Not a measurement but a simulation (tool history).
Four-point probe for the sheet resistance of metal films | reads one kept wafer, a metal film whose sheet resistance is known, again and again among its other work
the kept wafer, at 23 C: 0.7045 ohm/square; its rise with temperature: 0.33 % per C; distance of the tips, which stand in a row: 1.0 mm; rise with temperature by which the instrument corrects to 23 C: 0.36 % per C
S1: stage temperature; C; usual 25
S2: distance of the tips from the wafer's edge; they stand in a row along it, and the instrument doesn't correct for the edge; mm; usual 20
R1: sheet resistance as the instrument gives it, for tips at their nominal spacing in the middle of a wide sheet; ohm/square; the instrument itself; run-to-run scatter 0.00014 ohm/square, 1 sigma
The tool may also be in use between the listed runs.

run   hour  S1  S2        R1
  1      0  25  20  0.701887
  2   11.2  25  20  0.701819
  3     28  25  20  0.701775
  4   43.4  25  20  0.701812
  5   59.5  25  20  0.701835
  6   72.8  25  20  0.701868
  7     83  25  20  0.701883
  8   95.4  25  20  0.701989
  9  108.1  30  10   0.70376
     110.5  -- stage's thermometer calibrated
 10  118.7  30  10  0.703571

Expected results for the next run?
 11  129.9  34  46   ?

R1: 0.699754 ohm/square
If the tool had no hidden condition, the same run with the same run-to-run variation would have returned R1 0.702419 ohm/square.

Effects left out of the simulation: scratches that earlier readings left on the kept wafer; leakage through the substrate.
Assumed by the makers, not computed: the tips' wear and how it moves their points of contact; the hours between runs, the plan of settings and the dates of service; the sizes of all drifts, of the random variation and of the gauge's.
